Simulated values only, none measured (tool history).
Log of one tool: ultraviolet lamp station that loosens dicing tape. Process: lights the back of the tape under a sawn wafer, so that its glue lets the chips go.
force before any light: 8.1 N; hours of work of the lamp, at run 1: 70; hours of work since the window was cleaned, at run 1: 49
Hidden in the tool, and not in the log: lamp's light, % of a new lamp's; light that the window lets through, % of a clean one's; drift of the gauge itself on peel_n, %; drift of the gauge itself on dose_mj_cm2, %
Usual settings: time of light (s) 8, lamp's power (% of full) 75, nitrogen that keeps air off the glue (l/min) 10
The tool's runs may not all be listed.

run   hour  time of light (s)  lamp's power (% of full)  nitrogen that keeps air off the glue (l/min)  hours of work of the lamp  hours of work since the window was cleaned  force that peels the tape off (N)  light that reached the tape (J/m2)
  1    0.0                  8                        75                                            10                         70                                          49                              0.215                                3480
  2   22.0                  8                        81                                            10                         83                                          61                              0.176                                3650
  3   39.8                  8                        81                                            10                         93                                          71                              0.175                                3640
  4   66.8                  8                        75                                            10                        108                                          86                              0.218                                3310
  5   93.1                  8                        75                                            10                        123                                         101                              0.220                                3300
  6  118.9                  8                        75                                            10                        138                                         116                              0.223                                3330
  7  140.3                  8                        66                                            10                        150                                         128                              0.312                                2820
  8  159.6                  8                        75                                             5                        161                                         139                              0.492                                3250
  9  186.4                  8                        83                                            10                        176                                         154                              0.184                                3510
 10  208.5                  8                        83                                            10                        189                                         167                              0.192                                3460
 11  226.3                  8                        83                                            11                        199                                         177                              0.183                                3460
 12  247.7                  8                        83                                            11                        211                                         189                              0.186                                3500
     250.0  -- window cleaned of glue's vapour
 13  280.2                  8                        83                                            11                        229                                          17                              0.192                                3350
 14  308.7                  8                        75                                            10                        245                                          33                              0.266                                2960
 15  344.2                 12                        75                                            10                        265                                          53                              0.134                                4440
     364.6  -- window cleaned of glue's vapour, once more
 16  377.6                 12                        75                                            10                        284                                           7                              0.120                                4630
 17  413.6                 12                        75                                            10                        304                                          28                              0.135                                4520
 18  446.8                  8                        75                                            10                        323                                          47                              0.295                                2970
 19  469.7                  8                        87                                            12                        336                                          60                              0.170                                3430
 20  508.2                  8                        87                                            12                        358                                          81                              0.181                                3400
 21  533.4                  8                        87                                             4                        372                                          96                              0.554                                3380
 22  570.6                  6                        89                                             3                        393                                         117                              1.332                                2530
 23  587.8                  9                        68                                             5                        403                                         127                              0.610                                2840
 24  619.4                 13                        80                                             3                        421                                         145                              0.302                                4850
 25  644.1                 13                        80                                             3                        435                                         159                              0.323                                4780
 26  664.8                  5                        79                                            12                        447                                         170                              0.795                                1800
 27  690.2                  5                        79                                            12                        461                                         185                              0.812                                1820
 28  725.4                  5                        79                                            12                        481                                         205                              0.837                                1740
 29  761.7                  9                        79                                            19                        502                                         225                              0.157                                3060
 30  794.2                  6                        93                                            10                        520                                         244                              0.477                                2360
 31  826.5                  6                        83                                            17                        539                                         262                              0.388                                2100
 32  865.6                  6                        83                                             9                        561                                         284                              0.728                                2120
 33  882.3                  8                        75                                             3                        570                                         294                              1.375                                2510
 34  906.3                  8                        75                                             3                        584                                         307                              1.325                                2430
 35  928.1                  8                        70                                             3                        596                                         320                              1.519                                2290

Hidden state at the last listed run before each entry between runs and at the first one after, where it differs:
Between runs 12 and 13: window cleaned of glue's vapour (hour 250.0)
  lamp's light, % of a new lamp's: 89.5 -> 88.7; light that the window lets through, % of a clean one's: 96.7 -> 95.5
  measured less the result without the state, force that peels the tape off (N): +0.042 -> +0.050; light that reached the tape (J/m2): -540 -> -600
Between runs 15 and 16: window cleaned of glue's vapour, once more (hour 364.6)
  lamp's light, % of a new lamp's: 86.9 -> 86.1; light that the window lets through, % of a clean one's: 95 -> 99.6
  measured less the result without the state, force that peels the tape off (N): +0.020 -> +0.014; light that reached the tape (J/m2): -940 -> -760

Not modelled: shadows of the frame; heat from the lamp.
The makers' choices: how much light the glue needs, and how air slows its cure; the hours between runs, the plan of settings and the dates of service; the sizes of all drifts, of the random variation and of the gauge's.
